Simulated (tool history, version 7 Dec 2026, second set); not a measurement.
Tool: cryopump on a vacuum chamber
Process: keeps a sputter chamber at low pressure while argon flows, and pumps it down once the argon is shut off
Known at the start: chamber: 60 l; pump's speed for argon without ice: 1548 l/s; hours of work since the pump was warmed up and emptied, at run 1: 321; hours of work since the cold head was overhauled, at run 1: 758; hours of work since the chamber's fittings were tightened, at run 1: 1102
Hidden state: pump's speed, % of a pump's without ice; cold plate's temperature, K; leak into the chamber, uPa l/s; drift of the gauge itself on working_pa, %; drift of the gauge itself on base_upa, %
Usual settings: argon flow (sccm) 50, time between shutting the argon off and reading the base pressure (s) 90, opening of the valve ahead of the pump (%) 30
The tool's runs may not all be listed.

run	hour	argon flow (sccm)	time between shutting the argon off and reading the base pressure (s)	opening of the valve ahead of the pump (%)	hours of work since the pump was warmed up and emptied	hours of work since the cold head was overhauled	hours of work since the chamber's fittings were tightened	pressure while argon flows (Pa)	pressure after the wait (uPa)
1	0	50	90	30	321	758	1102	0.1992	1.06
2	51.5	50	31	30	349	786	1130	0.2028	1.89
3	95.5	78	90	30	373	810	1154	0.3173	1.05
4	120.4	78	31	30	387	824	1168	0.3193	1.92
5	164	50	24	30	410	847	1192	0.2045	2.31
6	190.8	50	90	30	425	862	1206	0.2061	1.05
# hour 217.2: pump warmed up, emptied and cooled again
7	235	50	90	30	10	883	1227	0.1852	0.9
8	280	50	90	30	34	908	1252	0.1851	0.9
9	307.9	50	90	30	49	923	1267	0.1849	0.95
10	355.2	50	90	30	75	949	1293	0.1867	0.93
11	404.1	50	35	30	102	975	1319	0.1874	1.67
12	451.1	50	90	27	127	1001	1345	0.2089	0.97
13	496.8	50	90	27	152	1026	1370	0.2106	0.93
14	534.5	50	90	25	173	1046	1390	0.2284	0.97
15	561.1	50	90	25	187	1061	1405	0.2273	1.05
16	600.2	33	90	30	208	1082	1426	0.1272	1.01
17	624.5	33	90	30	221	1095	1439	0.128	1.07
18	655.7	68	34	16	238	1112	1456	0.4798	1.81
19	696.8	50	22	30	261	1134	1479	0.197	2.43
20	720.7	50	22	30	274	1147	1492	0.1971	2.38
21	761.9	95	173	59	296	1170	1514	0.2077	0.9
22	799.2	50	55	30	316	1190	1534	0.1996	1.42
23	830.1	70	219	30	333	1207	1551	0.28	0.88
24	867.6	94	48	30	354	1227	1571	0.3809	1.57
25	900.2	94	48	30	371	1245	1589	0.3865	1.63
26	934.4	94	48	30	390	1263	1608	0.3887	1.6
27	971.7	33	275	29	410	1284	1628	0.1402	0.9
# hour 1026.1: pump warmed up, emptied and cooled again
28	1030.7	21	186	30	2	1313	1657	0.0761	0.81
29	1072.5	31	30	30	25	1336	1680	0.1153	1.93
30	1112.2	67	33	30	47	1357	1702	0.2479	1.8
31	1140.2	67	33	30	62	1373	1717	0.2493	1.76
32	1185.9	58	57	30	87	1398	1742	0.2188	1.33
33	1221.1	91	22	28	106	1417	1761	0.3658	2.41
34	1260.5	52	90	30	127	1438	1782	0.1978	1.05

How the hidden state differs across the entries between the runs, from the last listed run before each to the first after it:
Between runs 6 and 7: pump warmed up, emptied and cooled again (hour 217.2)
  pump's speed, % of a pump's without ice: 69.4 -> 98.4; cold plate's temperature, K: 12.85 -> 12.87; leak into the chamber, uPa l/s: 677 -> 683
  measured less the result without the state, pressure while argon flows (Pa): +0.0252 -> +0.0019; pressure after the wait (uPa): +0.44 -> +0.27
Between runs 27 and 28: pump warmed up, emptied and cooled again (hour 1026.1)
  pump's speed, % of a pump's without ice: 70.2 -> 99.7; cold plate's temperature, K: 13.21 -> 13.23; leak into the chamber, uPa l/s: 808 -> 816
  measured less the result without the state, pressure while argon flows (Pa): +0.0165 -> +0.0006; pressure after the wait (uPa): +0.58 -> +0.36
